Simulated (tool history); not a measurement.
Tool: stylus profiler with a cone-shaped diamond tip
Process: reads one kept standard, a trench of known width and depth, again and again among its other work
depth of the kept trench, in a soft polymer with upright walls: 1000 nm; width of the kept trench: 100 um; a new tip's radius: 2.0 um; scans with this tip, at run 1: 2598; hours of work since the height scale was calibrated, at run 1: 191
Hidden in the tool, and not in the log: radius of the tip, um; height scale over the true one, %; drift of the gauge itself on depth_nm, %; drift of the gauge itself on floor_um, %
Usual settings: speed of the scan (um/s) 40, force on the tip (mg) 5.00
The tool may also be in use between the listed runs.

run,hour,speed of the scan (um/s),force on the tip (mg),scans with this tip,hours of work since the height scale was calibrated,depth of the trench (nm),width of the trench's floor (um)
1,0.0,40,5.00,2598,191,1017.92,96.16
2,26.0,11,5.00,2825,207,1017.91,96.22
3,63.9,40,5.00,3158,232,1017.66,96.12
4,88.3,40,5.00,3372,248,1017.62,96.10
5,111.2,40,5.00,3572,262,1017.98,96.07
6,146.3,40,5.41,3880,285,1018.56,96.11
7,164.8,40,5.00,4042,297,1017.66,95.99
8,185.0,48,4.54,4219,310,1016.25,95.98
9,222.2,27,6.11,4546,334,1019.97,96.05
10,263.2,86,5.57,4905,360,1018.60,95.81
11,295.7,86,5.57,5190,381,1018.56,95.77
12,315.0,111,2.25,5359,393,1009.12,95.43
13,342.7,18,9.58,5602,411,1027.29,96.02
14,361.6,65,3.01,5767,423,1011.25,95.74

3 ways to go on from here, each from the tool as it stands after run 14. What would each give?
A,383.9,65,8.98,5963,438,?,?
B,383.9,40,4.54,5963,438,?,?
C,383.9,52,3.01,5963,438,?,?

run,depth of the trench (nm),width of the trench's floor (um)
A,1025.72,95.81
B,1015.62,95.90
C,1011.42,95.81
Without the tool's hidden state the same runs would have given:
run,depth of the trench (nm),width of the trench's floor (um)
A,1027.59,96.29
B,1017.47,96.38
C,1013.27,96.29
